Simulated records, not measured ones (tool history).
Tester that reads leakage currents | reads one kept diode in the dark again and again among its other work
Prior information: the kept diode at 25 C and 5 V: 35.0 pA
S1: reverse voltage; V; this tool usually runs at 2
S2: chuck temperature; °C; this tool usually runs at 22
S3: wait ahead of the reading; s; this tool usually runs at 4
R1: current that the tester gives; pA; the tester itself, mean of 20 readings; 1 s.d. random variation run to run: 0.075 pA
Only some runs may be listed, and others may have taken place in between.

run,hour,S1,S2,S3,R1
1,0,2,22,4,18.93
2,26.7,2,22,4,18.92
3,60.4,2,22,4,19.08
4,102.5,2,22,4,19.05
5,132.2,2,22,4,18.87
6,162.6,2,27,4,28.25
7,200.4,2,27,4,28.26
8,231.5,2,46,4,116.57
# hour 236.7: chuck's temperature calibrated
9,262,2,22,4,19.19
10,292.6,2,22,4,19.18
11,338.7,2,22,4,19.3
12,389.7,6,22,4,32.42
13,439.1,6,22,4,32.7
14,464,6,22,4,32.68
15,496.1,6,31,4,64.41
# hour 523: chuck's temperature calibrated, once more
16,526.3,14.35,60,0.72,723.22
17,561.6,2.13,27,5.01,28.71
18,595.1,2.13,27,5.01,28.65
19,629.5,12.1,22,0.34,56.97
20,663.3,12.11,48,0.38,309.71
21,693,1.96,20,4,15.89
22,716.5,3.53,26,4,33.89
23,766.5,2.1,26,6.54,26.47
24,805.8,2.22,40,3.42,78.74
25,828.8,1.64,41,1.09,74.52
26,861.2,8.57,26,0.37,59.73
27,888,8.57,43,0.37,188.88

Consider 3 possible next runs. They are alternatives, not a sequence: every one starts from the tool as it was left by run 27. What does each give?
A,928.5,11.22,22,1.96,?
B,928.5,12.94,43,1.12,?
C,928.5,1.13,22,4,?

run,R1
A,45.29
B,221.11
C,14.76
Without the tool's hidden state the same runs would have given:
run,R1
A,41.56
B,216.99
C,14.37

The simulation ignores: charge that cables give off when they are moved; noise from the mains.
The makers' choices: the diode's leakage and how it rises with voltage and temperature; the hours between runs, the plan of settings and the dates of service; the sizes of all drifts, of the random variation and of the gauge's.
